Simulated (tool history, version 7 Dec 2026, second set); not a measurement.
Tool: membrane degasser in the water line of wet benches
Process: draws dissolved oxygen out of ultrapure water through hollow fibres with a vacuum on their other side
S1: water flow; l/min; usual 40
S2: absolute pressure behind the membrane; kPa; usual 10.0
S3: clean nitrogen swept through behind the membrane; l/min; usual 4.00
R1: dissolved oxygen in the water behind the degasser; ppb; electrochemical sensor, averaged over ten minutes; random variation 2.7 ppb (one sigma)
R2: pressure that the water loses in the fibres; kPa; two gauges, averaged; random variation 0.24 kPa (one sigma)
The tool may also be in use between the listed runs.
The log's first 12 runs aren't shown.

| run | hour | S1 | S2 | S3 | R1 | R2 |
|---|---|---|---|---|---|---|
| 13 | 2197.0 | 55 | 10.0 | 4.00 | 473.2 | 84.53 |
| 14 | 2437.1 | 40 | 10.0 | 1.74 | 435.5 | 61.51 |
| 15 | 2562.2 | 40 | 10.0 | 9.67 | 180.6 | 61.19 |
| 16 | 2751.3 | 40 | 10.0 | 9.67 | 183.6 | 61.26 |
| 17 | 2855.9 | 40 | 10.0 | 4.43 | 252.5 | 61.36 |
| 18 | 3063.6 | 51 | 9.5 | 4.00 | 398.9 | 78.30 |
| 19 | 3201.9 | 25 | 17.6 | 9.27 | 116.4 | 38.53 |
| 20 | 3425.5 | 35 | 9.2 | 1.93 | 305.7 | 53.31 |
| 21 | 3652.1 | 33 | 13.9 | 9.67 | 150.1 | 50.49 |
| 22 | 3863.7 | 33 | 13.9 | 9.67 | 149.7 | 50.62 |
|  | 4086.6 | vacuum gauge calibrated |
| 23 | 4105.9 | 33 | 13.9 | 9.67 | 146.6 | 50.69 |
| 24 | 4298.6 | 33 | 13.9 | 2.02 | 432.3 | 50.36 |
| 25 | 4399.4 | 40 | 22.9 | 2.02 | 878.7 | 60.87 |
| 26 | 4518.6 | 33 | 10.0 | 1.62 | 358.9 | 50.41 |
| 27 | 4653.4 | 35 | 8.1 | 8.74 | 123.8 | 53.31 |
| 28 | 4846.0 | 54 | 7.3 | 5.84 | 346.8 | 82.50 |
| 29 | 5061.9 | 58 | 23.0 | 5.99 | 721.9 | 88.57 |
| 30 | 5214.7 | 58 | 23.0 | 5.99 | 717.3 | 88.58 |
| 31 | 5437.5 | 42 | 10.0 | 3.31 | 321.0 | 64.40 |
| 32 | 5589.0 | 54 | 11.0 | 8.99 | 366.6 | 82.91 |

Forecast each of these 4 alternatives for the next run:
| A | 5813.1 | 54 | 11.0 | 1.92 | ? | ? |
| B | 5813.1 | 57 | 14.1 | 2.45 | ? | ? |
| C | 5813.1 | 30 | 12.0 | 6.66 | ? | ? |
| D | 5813.1 | 54 | 9.8 | 8.99 | ? | ? |

| run | R1 | R2 |
|---|---|---|
| A | 684.8 | 82.36 |
| B | 791.0 | 87.75 |
| C | 137.6 | 45.93 |
| D | 349.1 | 82.24 |
Without the tool's hidden state the same runs would have given:
| run | R1 | R2 |
|---|---|---|
| A | 684.3 | 82.31 |
| B | 790.4 | 87.70 |
| C | 137.5 | 45.90 |
| D | 348.6 | 82.19 |
